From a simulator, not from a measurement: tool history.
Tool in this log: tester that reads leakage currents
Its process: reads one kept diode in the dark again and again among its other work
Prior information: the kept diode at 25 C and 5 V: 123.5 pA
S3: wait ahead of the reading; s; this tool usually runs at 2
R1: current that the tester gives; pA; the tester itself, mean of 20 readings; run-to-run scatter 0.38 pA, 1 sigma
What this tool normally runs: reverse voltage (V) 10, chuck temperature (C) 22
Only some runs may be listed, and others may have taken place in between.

Run 1, hour 0: usual settings. Result: R1 136.79 pA.
Run 2, hour 28.3: usual settings. Result: R1 136.27 pA.
Run 3, hour 49.1: usual settings. Result: R1 138.01 pA.
Run 4, hour 70.7: usual settings. Result: R1 136.77 pA.
Run 5, hour 91.9: usual settings. Result: R1 137.45 pA.
Run 6, hour 131: usual settings. Result: R1 139.64 pA.
Run 7, hour 159.3: usual settings. Result: R1 138.58 pA.
Run 8, hour 178.5: usual settings but S3 1.07 s. Result: R1 140.03 pA.
Run 9, hour 205.3: usual settings but S3 1.07 s. Result: R1 139.55 pA.
Run 10, hour 226: usual settings but reverse voltage (V) 4.6, S3 1.07 s. Result: R1 104.92 pA.
Run 11, hour 270.5: usual settings but reverse voltage (V) 4.6, S3 1.07 s. Result: R1 104.67 pA.
Run 12, hour 306.8: usual settings but reverse voltage (V) 4.6, S3 1.07 s. Result: R1 105.01 pA.
Run 13, hour 345.6: usual settings but reverse voltage (V) 4.6, chuck temperature (C) 36, S3 1.07 s. Result: R1 299.85 pA.
Run 14, hour 377.7: usual settings but reverse voltage (V) 4.6, chuck temperature (C) 36, S3 1.07 s. Result: R1 298.87 pA.
Run 15, hour 411.9: usual settings but S3 0.31 s. Result: R1 144.17 pA.
Run 16, hour 434.8: usual settings but S3 0.31 s. Result: R1 144.12 pA.
Run 17, hour 459.2: usual settings but S3 0.31 s. Result: R1 144.78 pA.
Run 18, hour 484.9: usual settings but reverse voltage (V) 1.2, S3 0.31 s. Result: R1 64.11 pA.
Run 19, hour 522: usual settings. Result: R1 143.61 pA.
Run 20, hour 543.6: usual settings but chuck temperature (C) 21. Result: R1 133.99 pA.
Run 21, hour 575.8: usual settings but chuck temperature (C) 21. Result: R1 133.83 pA.
Run 22, hour 614.7: usual settings but chuck temperature (C) 21. Result: R1 134.47 pA.
Run 23, hour 637.4: usual settings but reverse voltage (V) 4.5, chuck temperature (C) 25. Result: R1 134.31 pA.
Run 24, hour 680: usual settings but reverse voltage (V) 4.5, chuck temperature (C) 25. Result: R1 134.19 pA.
Run 25, hour 720.5: usual settings but reverse voltage (V) 2.4, S3 0.87 s. Result: R1 84.69 pA.
Run 26, hour 767.3: usual settings but reverse voltage (V) 2.7, chuck temperature (C) 45, S3 2.29 s. Result: R1 462.11 pA.
Run 27, hour 786.7: usual settings but reverse voltage (V) 2.2, chuck temperature (C) 28, S3 1.29 s. Result: R1 128.53 pA.
Run 28, hour 825.5: usual settings but reverse voltage (V) 19.5, chuck temperature (C) 28, S3 7.39 s. Result: R1 297.61 pA.
Run 29, hour 857.1: usual settings but reverse voltage (V) 19.5, chuck temperature (C) 36, S3 7.39 s. Result: R1 524.67 pA.
Run 30, hour 881.1: usual settings but reverse voltage (V) 14, chuck temperature (C) 48, S3 3.72 s. Result: R1 1046.09 pA.
Run 31, hour 921.8: usual settings but reverse voltage (V) 3.4, S3 1.27 s. Result: R1 97.25 pA.
Run 32, hour 953.7: usual settings but chuck temperature (C) 58, S3 2.26 s. Result: R1 1763.45 pA.
Run 33, hour 984.4: usual settings but S3 5.31 s. Result: R1 148.88 pA.
Run 34, hour 1028.6: usual settings but reverse voltage (V) 9.9, chuck temperature (C) 43, S3 6.3 s. Result: R1 663.63 pA.
Run 35, hour 1052.1: usual settings but reverse voltage (V) 2.3, chuck temperature (C) 30, S3 0.87 s. Result: R1 153.09 pA.
Run 36, hour 1084.8: usual settings but S3 1.05 s. Result: R1 151.08 pA.
Run 37, hour 1127.1: usual settings but reverse voltage (V) 3.5, chuck temperature (C) 42, S3 1.05 s. Result: R1 419.75 pA.
Run 38, hour 1167.3: usual settings but reverse voltage (V) 3.5, chuck temperature (C) 42, S3 1.05 s. Result: R1 422.39 pA.
Run 39, hour 1212.3: usual settings but reverse voltage (V) 3.5, chuck temperature (C) 42, S3 1.05 s. Result: R1 421.12 pA.

Between the runs listed above, the log contained 2 entries, not reproduced here. Where in the sequence does each belong, and how does what the log doesn't record of the tool's condition differ from the listed run before to the listed run after?
From run 19 to run 20: tester calibrated (hour 526.6)
  stray current of the dirty probe card, pA a volt: 0.449 -> 0.467; current scale over the true one, %: 0.46 -> 0.71; true chuck temperature over the reading, C: 1.18 -> 1.19
  measured less the result without the state, R1: +17.26 -> +16.98 pA
From run 25 to run 26: tester calibrated, once more (hour 754.1)
  stray current of the dirty probe card, pA a volt: 0.615 -> 0.656; current scale over the true one, %: 0.76 -> -0.02; true chuck temperature over the reading, C: 1.26 -> 1.28
  measured less the result without the state, R1: +9.91 -> +40.13 pA
